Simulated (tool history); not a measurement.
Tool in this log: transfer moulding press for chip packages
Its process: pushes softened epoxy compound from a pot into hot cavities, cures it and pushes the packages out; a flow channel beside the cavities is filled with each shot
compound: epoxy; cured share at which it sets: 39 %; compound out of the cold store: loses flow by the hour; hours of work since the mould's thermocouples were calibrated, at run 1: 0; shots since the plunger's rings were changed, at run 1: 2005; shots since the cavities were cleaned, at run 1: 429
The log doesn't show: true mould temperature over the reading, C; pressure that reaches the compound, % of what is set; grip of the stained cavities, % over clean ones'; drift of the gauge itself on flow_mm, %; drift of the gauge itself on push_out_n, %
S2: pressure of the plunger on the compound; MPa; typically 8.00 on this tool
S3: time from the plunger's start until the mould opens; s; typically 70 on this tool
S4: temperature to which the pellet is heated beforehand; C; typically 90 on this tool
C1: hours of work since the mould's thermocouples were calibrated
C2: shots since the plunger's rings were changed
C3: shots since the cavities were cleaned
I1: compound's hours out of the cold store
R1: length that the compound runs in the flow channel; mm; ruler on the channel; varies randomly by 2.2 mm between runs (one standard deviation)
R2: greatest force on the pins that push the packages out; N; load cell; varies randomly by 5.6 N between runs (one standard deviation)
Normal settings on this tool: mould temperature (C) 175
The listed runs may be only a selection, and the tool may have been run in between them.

Run 1, hour 0.0: usual settings; C1 0; C2 2005; C3 429; I1 33.1. Result: R1 544 mm, R2 289 N.
At hour 31.8: cavities cleaned with cleaning compound and waxed.
Run 2, hour 53.5: usual settings; C1 26; C2 2630; C3 262; I1 24.7. Result: R1 568 mm, R2 355 N.
At hour 105.2: cavities cleaned with cleaning compound and waxed.
Run 3, hour 133.5: usual settings but S3 61 s; C1 66; C2 3573; C3 340; I1 37.0. Result: R1 524 mm, R2 305 N.
At hour 178.6: cavities cleaned with cleaning compound and waxed.
Run 4, hour 205.7: usual settings but mould temperature (C) 182; C1 101; C2 4423; C3 326; I1 17.9. Result: R1 568 mm, R2 234 N.
At hour 223.6: plunger's sealing rings changed.
At hour 233.2: cavities cleaned with cleaning compound and waxed, once more.
Run 5, hour 283.6: usual settings but mould temperature (C) 182; C1 139; C2 704; C3 606; I1 41.6. Result: R1 517 mm, R2 281 N.
At hour 303.1: cavities cleaned with cleaning compound and waxed.
Run 6, hour 343.4: usual settings but mould temperature (C) 182; C1 168; C2 1404; C3 484; I1 25.7. Result: R1 560 mm, R2 262 N.
At hour 374.8: cavities cleaned with cleaning compound and waxed.
Run 7, hour 425.7: usual settings but mould temperature (C) 182; C1 209; C2 2376; C3 612; I1 8.1. Result: R1 613 mm, R2 290 N.
At hour 449.4: cavities cleaned with cleaning compound and waxed.
Run 8, hour 466.4: usual settings but mould temperature (C) 182; C1 229; C2 2847; C3 205; I1 38.4. Result: R1 513 mm, R2 218 N.
At hour 517.9: cavities cleaned with cleaning compound and waxed.
Run 9, hour 541.6: usual settings but mould temperature (C) 182; C1 266; C2 3732; C3 285; I1 15.2. Result: R1 580 mm, R2 232 N.
At hour 591.5: cavities cleaned with cleaning compound and waxed.
Run 10, hour 593.2: usual settings but mould temperature (C) 182, S3 62 s; C1 291; C2 4335; C3 20; I1 39.6. Result: R1 504 mm, R2 188 N.
At hour 620.2: plunger's sealing rings changed.
Run 11, hour 648.0: usual settings but mould temperature (C) 182, S3 62 s; C1 317; C2 334; C3 648; I1 24.7. Result: R1 567 mm, R2 298 N.
At hour 668.5: cavities cleaned with cleaning compound and waxed.
Run 12, hour 725.9: usual settings but S2 6.16 MPa; C1 356; C2 1253; C3 690; I1 18.1. Result: R1 521 mm, R2 319 N.
At hour 739.8: cavities cleaned with cleaning compound and waxed.
At hour 807.3: cavities cleaned with cleaning compound and waxed.
Run 13, hour 807.3: usual settings but S2 6.16 MPa; C1 396; C2 2195; C3 0; I1 13.4. Result: R1 531 mm, R2 198 N.
Run 14, hour 865.1: usual settings but S2 8.42 MPa; C1 425; C2 2890; C3 695; I1 38.3. Result: R1 539 mm, R2 299 N.
At hour 877.2: cavities cleaned with cleaning compound and waxed.
Run 15, hour 942.8: usual settings but S2 8.42 MPa; C1 463; C2 3805; C3 788; I1 36.3. Result: R1 543 mm, R2 315 N.
At hour 951.5: cavities cleaned with cleaning compound and waxed.
At hour 1020.3: plunger's sealing rings changed.
At hour 1021.8: cavities cleaned with cleaning compound and waxed.
Run 16, hour 1031.0: usual settings but S2 8.42 MPa; C1 505; C2 110; C3 110; I1 35.7. Result: R1 554 mm, R2 211 N.
At hour 1090.0: cavities cleaned with cleaning compound and waxed.
Run 17, hour 1118.1: usual settings but S3 69 s; C1 548; C2 1139; C3 338; I1 29.4. Result: R1 559 mm, R2 249 N.
At hour 1139.2: mould's thermocouples calibrated.
At hour 1160.4: cavities cleaned with cleaning compound and waxed.
Run 18, hour 1175.6: usual settings but S3 69 s; C1 18; C2 1789; C3 184; I1 8.3. Result: R1 629 mm, R2 259 N.
At hour 1228.3: cavities cleaned with cleaning compound and waxed.
Run 19, hour 1228.3: usual settings but mould temperature (C) 176, S3 69 s, S4 80 C; C1 43; C2 2404; C3 0; I1 15.7. Result: R1 596 mm, R2 207 N.
At hour 1298.9: cavities cleaned with cleaning compound and waxed.
Run 20, hour 1308.7: usual settings but S4 91 C; C1 83; C2 3352; C3 118; I1 42.3. Result: R1 514 mm, R2 221 N.
At hour 1368.2: cavities cleaned with cleaning compound and waxed.
Run 21, hour 1373.2: usual settings but S4 91 C; C1 115; C2 4109; C3 60; I1 8.5. Result: R1 621 mm, R2 224 N.
Run 22, hour 1410.3: usual settings but S3 94 s, S4 81 C; C1 134; C2 4554; C3 505; I1 41.7. Result: R1 512 mm, R2 260 N.
At hour 1417.7: plunger's sealing rings changed.
At hour 1438.3: cavities cleaned with cleaning compound and waxed.
Run 23, hour 1466.8: usual settings but S2 7.78 MPa, S4 97 C; C1 160; C2 571; C3 342; I1 33.6. Result: R1 535 mm, R2 265 N.
At hour 1507.4: cavities cleaned with cleaning compound and waxed.
Run 24, hour 1549.1: usual settings but S2 8.94 MPa, S3 62 s, S4 91 C; C1 201; C2 1543; C3 501; I1 12.2. Result: R1 650 mm, R2 342 N.
At hour 1577.3: cavities cleaned with cleaning compound and waxed.
Run 25, hour 1603.6: usual settings but S2 8.94 MPa, S3 62 s, S4 91 C; C1 228; C2 2180; C3 316; I1 14.2. Result: R1 639 mm, R2 323 N.
At hour 1644.8: cavities cleaned with cleaning compound and waxed.
Run 26, hour 1644.8: usual settings but S2 8.94 MPa, S3 62 s, S4 91 C; C1 248; C2 2657; C3 0; I1 28.3. Result: R1 589 mm, R2 215 N.

For each entry between runs, how does the tool's hidden state at the last listed run before it compare with that at the first listed run after it?
Logged between run 1 and run 2: cavities cleaned with cleaning compound and waxed (hour 31.8)
  true mould temperature over the reading, C: -0.15 -> -0.1; pressure that reaches the compound, % of what is set: 96.54 -> 95.7; grip of the stained cavities, % over clean ones': 48.9 -> 86.4
  what was measured, less what the result would be without the hidden state, R1: -10 -> -13 mm; R2: +97 -> +170 N
Logged between run 2 and run 3: cavities cleaned with cleaning compound and waxed (hour 105.2)
  true mould temperature over the reading, C: -0.1 -> -0.01; pressure that reaches the compound, % of what is set: 95.7 -> 94.39; grip of the stained cavities, % over clean ones': 86.4 -> 37.3
  what was measured, less what the result would be without the hidden state, R1: -13 -> -15 mm; R2: +170 -> +84 N
Logged between run 3 and run 4: cavities cleaned with cleaning compound and waxed (hour 178.6)
  true mould temperature over the reading, C: -0.01 -> 0.07; pressure that reaches the compound, % of what is set: 94.39 -> 93.14; grip of the stained cavities, % over clean ones': 37.3 -> 35.9
  what was measured, less what the result would be without the hidden state, R1: -15 -> -21 mm; R2: +84 -> +62 N
Logged between run 4 and run 5: plunger's sealing rings changed (hour 223.6); cavities cleaned with cleaning compound and waxed, once more (hour 233.2)
  true mould temperature over the reading, C: 0.07 -> 0.15; pressure that reaches the compound, % of what is set: 93.14 -> 98.6; grip of the stained cavities, % over clean ones': 35.9 -> 57.8
  what was measured, less what the result would be without the hidden state, R1: -21 -> -4 mm; R2: +62 -> +105 N
Logged between run 5 and run 6: cavities cleaned with cleaning compound and waxed (hour 303.1)
  true mould temperature over the reading, C: 0.15 -> 0.21; pressure that reaches the compound, % of what is set: 98.6 -> 97.63; grip of the stained cavities, % over clean ones': 57.8 -> 51.7
  what was measured, less what the result would be without the hidden state, R1: -4 -> -7 mm; R2: +105 -> +90 N
Logged between run 6 and run 7: cavities cleaned with cleaning compound and waxed (hour 374.8)
  true mould temperature over the reading, C: 0.21 -> 0.3; pressure that reaches the compound, % of what is set: 97.63 -> 96.29; grip of the stained cavities, % over clean ones': 51.7 -> 60.9
  what was measured, less what the result would be without the hidden state, R1: -7 -> -12 mm; R2: +90 -> +111 N
Logged between run 7 and run 8: cavities cleaned with cleaning compound and waxed (hour 449.4)
  true mould temperature over the reading, C: 0.3 -> 0.34; pressure that reaches the compound, % of what is set: 96.29 -> 95.62; grip of the stained cavities, % over clean ones': 60.9 -> 22.7
  what was measured, less what the result would be without the hidden state, R1: -12 -> -12 mm; R2: +111 -> +40 N
Logged between run 8 and run 9: cavities cleaned with cleaning compound and waxed (hour 517.9)
  true mould temperature over the reading, C: 0.34 -> 0.42; pressure that reaches the compound, % of what is set: 95.62 -> 94.38; grip of the stained cavities, % over clean ones': 22.7 -> 32.6
  what was measured, less what the result would be without the hidden state, R1: -12 -> -18 mm; R2: +40 -> +57 N
Logged between run 9 and run 10: cavities cleaned with cleaning compound and waxed (hour 591.5)
  true mould temperature over the reading, C: 0.42 -> 0.47; pressure that reaches the compound, % of what is set: 94.38 -> 93.61; grip of the stained cavities, % over clean ones': 32.6 -> 5.6
  what was measured, less what the result would be without the hidden state, R1: -18 -> -18 mm; R2: +57 -> +9 N
Logged between run 10 and run 11: plunger's sealing rings changed (hour 620.2)
  true mould temperature over the reading, C: 0.47 -> 0.53; pressure that reaches the compound, % of what is set: 93.61 -> 99.49; grip of the stained cavities, % over clean ones': 5.6 -> 59.1
  what was measured, less what the result would be without the hidden state, R1: -18 -> -2 mm; R2: +9 -> +108 N
Logged between run 11 and run 12: cavities cleaned with cleaning compound and waxed (hour 668.5)
  true mould temperature over the reading, C: 0.53 -> 0.61; pressure that reaches the compound, % of what is set: 99.49 -> 98.2; grip of the stained cavities, % over clean ones': 59.1 -> 63.8
  what was measured, less what the result would be without the hidden state, R1: -2 -> -6 mm; R2: +108 -> +121 N
Logged between run 12 and run 13: cavities cleaned with cleaning compound and waxed (hour 739.8); cavities cleaned with cleaning compound and waxed (hour 807.3)
  true mould temperature over the reading, C: 0.61 -> 0.7; pressure that reaches the compound, % of what is set: 98.2 -> 96.94; grip of the stained cavities, % over clean ones': 63.8 -> 1.6
  what was measured, less what the result would be without the hidden state, R1: -6 -> -10 mm; R2: +121 -> -1 N
Logged between run 14 and run 15: cavities cleaned with cleaning compound and waxed (hour 877.2)
  true mould temperature over the reading, C: 0.76 -> 0.84; pressure that reaches the compound, % of what is set: 96 -> 94.75; grip of the stained cavities, % over clean ones': 60.1 -> 64
  what was measured, less what the result would be without the hidden state, R1: -13 -> -17 mm; R2: +108 -> +119 N
Logged between run 15 and run 16: cavities cleaned with cleaning compound and waxed (hour 951.5); plunger's sealing rings changed (hour 1020.3); cavities cleaned with cleaning compound and waxed (hour 1021.8)
  true mould temperature over the reading, C: 0.84 -> 0.93; pressure that reaches the compound, % of what is set: 94.75 -> 99.78; grip of the stained cavities, % over clean ones': 64 -> 15.3
  what was measured, less what the result would be without the hidden state, R1: -17 -> -2 mm; R2: +119 -> +24 N
Logged between run 16 and run 17: cavities cleaned with cleaning compound and waxed (hour 1090.0)
  true mould temperature over the reading, C: 0.93 -> 1.02; pressure that reaches the compound, % of what is set: 99.78 -> 98.43; grip of the stained cavities, % over clean ones': 15.3 -> 34.9
  what was measured, less what the result would be without the hidden state, R1: -2 -> -7 mm; R2: +24 -> +60 N
Logged between run 17 and run 18: mould's thermocouples calibrated (hour 1139.2); cavities cleaned with cleaning compound and waxed (hour 1160.4)
  true mould temperature over the reading, C: 1.02 -> -0.15; pressure that reaches the compound, % of what is set: 98.43 -> 97.52; grip of the stained cavities, % over clean ones': 34.9 -> 23.1
  what was measured, less what the result would be without the hidden state, R1: -7 -> -7 mm; R2: +60 -> +48 N
Logged between run 18 and run 19: cavities cleaned with cleaning compound and waxed (hour 1228.3)
  true mould temperature over the reading, C: -0.15 -> -0.1; pressure that reaches the compound, % of what is set: 97.52 -> 96.78; grip of the stained cavities, % over clean ones': 23.1 -> 0.6
  what was measured, less what the result would be without the hidden state, R1: -7 -> -10 mm; R2: +48 -> +1 N
Logged between run 19 and run 20: cavities cleaned with cleaning compound and waxed (hour 1298.9)
  true mould temperature over the reading, C: -0.1 -> -0.01; pressure that reaches the compound, % of what is set: 96.78 -> 95.46; grip of the stained cavities, % over clean ones': 0.6 -> 18
  what was measured, less what the result would be without the hidden state, R1: -10 -> -12 mm; R2: +1 -> +34 N
Logged between run 20 and run 21: cavities cleaned with cleaning compound and waxed (hour 1368.2)
  true mould temperature over the reading, C: -0.01 -> 0.05; pressure that reaches the compound, % of what is set: 95.46 -> 94.46; grip of the stained cavities, % over clean ones': 18 -> 11.5
  what was measured, less what the result would be without the hidden state, R1: -12 -> -18 mm; R2: +34 -> +23 N
Logged between run 22 and run 23: plunger's sealing rings changed (hour 1417.7); cavities cleaned with cleaning compound and waxed (hour 1438.3)
  true mould temperature over the reading, C: 0.09 -> 0.15; pressure that reaches the compound, % of what is set: 93.89 -> 99.05; grip of the stained cavities, % over clean ones': 52.7 -> 39.5
  what was measured, less what the result would be without the hidden state, R1: -16 -> -3 mm; R2: +91 -> +75 N
Logged between run 23 and run 24: cavities cleaned with cleaning compound and waxed (hour 1507.4)
  true mould temperature over the reading, C: 0.15 -> 0.23; pressure that reaches the compound, % of what is set: 99.05 -> 97.71; grip of the stained cavities, % over clean ones': 39.5 -> 52.7
  what was measured, less what the result would be without the hidden state, R1: -3 -> -8 mm; R2: +75 -> +114 N
Logged between run 24 and run 25: cavities cleaned with cleaning compound and waxed (hour 1577.3)
  true mould temperature over the reading, C: 0.23 -> 0.29; pressure that reaches the compound, % of what is set: 97.71 -> 96.86; grip of the stained cavities, % over clean ones': 52.7 -> 39.3
  what was measured, less what the result would be without the hidden state, R1: -8 -> -10 mm; R2: +114 -> +87 N
Logged between run 25 and run 26: cavities cleaned with cleaning compound and waxed (hour 1644.8)
  true mould temperature over the reading, C: 0.29 -> 0.33; pressure that reaches the compound, % of what is set: 96.86 -> 96.22; grip of the stained cavities, % over clean ones': 39.3 -> 0.1
  what was measured, less what the result would be without the hidden state, R1: -10 -> -12 mm; R2: +87 -> -4 N
